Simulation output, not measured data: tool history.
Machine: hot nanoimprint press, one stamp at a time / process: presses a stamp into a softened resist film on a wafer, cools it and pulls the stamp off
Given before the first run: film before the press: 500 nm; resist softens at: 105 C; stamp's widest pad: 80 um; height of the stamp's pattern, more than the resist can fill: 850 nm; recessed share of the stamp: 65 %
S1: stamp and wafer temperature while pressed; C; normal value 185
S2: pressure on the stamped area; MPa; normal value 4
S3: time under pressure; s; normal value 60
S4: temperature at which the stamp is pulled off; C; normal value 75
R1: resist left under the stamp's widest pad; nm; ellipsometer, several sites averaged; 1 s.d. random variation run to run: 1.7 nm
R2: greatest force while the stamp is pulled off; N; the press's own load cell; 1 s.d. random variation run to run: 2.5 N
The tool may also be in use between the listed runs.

run	hour	S1	S2	S3	S4	R1	R2
1	0	185	4	60	75	290.2	167
2	27.7	185	4	60	75	290.1	164
3	56.9	185	4	60	75	278.2	169
4	71.2	185	4	60	72	275.1	180
5	98.3	185	4	60	75	274.9	176
6	124.8	185	4	60	75	271.8	176
7	156.2	185	4	60	75	276.2	115
8	174.2	185	4	60	75	277	117
9	193.1	185	4	60	75	276.8	117
10	205.9	185	4	60	75	276.5	121
11	227.7	185	4	60	75	278.6	119
12	249.3	185	4	55	75	287.5	132
13	264.8	185	4	55	75	288.8	127
14	290.7	185	4	55	75	286.8	133
15	312.1	185	2.69	60	75	320.6	133
16	332.5	185	2.69	60	75	318.6	140
17	351.7	185	3.05	30	75	369.3	143
18	369.9	191	4.13	66	72	229.8	158
19	394.7	187	4.13	66	72	254.9	164
20	409.5	185	3.48	60	75	296.6	144
21	433	182	4	60	68	305.7	175
22	446.9	185	2.98	60	75	312.6	152
23	463.4	185	2.54	31	78	382.4	140
24	491.8	193	2.54	31	83	336	119
25	514.7	193	2.54	55	83	282.6	126
26	535.9	187	4.32	60	75	264	167
27	552	185	4	44	75	318	168
28	569	185	2.57	60	75	327	171
29	591	190	2.57	60	75	293.4	168
30	611.4	185	4	60	61	290	234

Not shown: 2 entries that the log had between the listed runs. Between which runs, and how does the tool's hidden state differ before and after?
Runs 2 to 3: plate thermocouple calibrated (hour 35.2)
  true temperature over the reading, C: -2.15 -> -0.11; pressure that arrives at the usual setting, %: 95.01 -> 94.86; grip of the stamp's worn release coat, % over a new coat's: 39.7 -> 42.5
  what was measured, less what the result would be without the hidden state, R1: +20.5 -> +6 nm; R2: +54 -> +51 N
Runs 6 to 7: stamp cleaned and given a new release coat (hour 156.2)
  true temperature over the reading, C: -0.31 -> -0.39; pressure that arrives at the usual setting, %: 94.48 -> 94.34; grip of the stamp's worn release coat, % over a new coat's: 49.7 -> 0
  what was measured, less what the result would be without the hidden state, R1: +7.6 -> +8.4 nm; R2: +59 -> +1 N
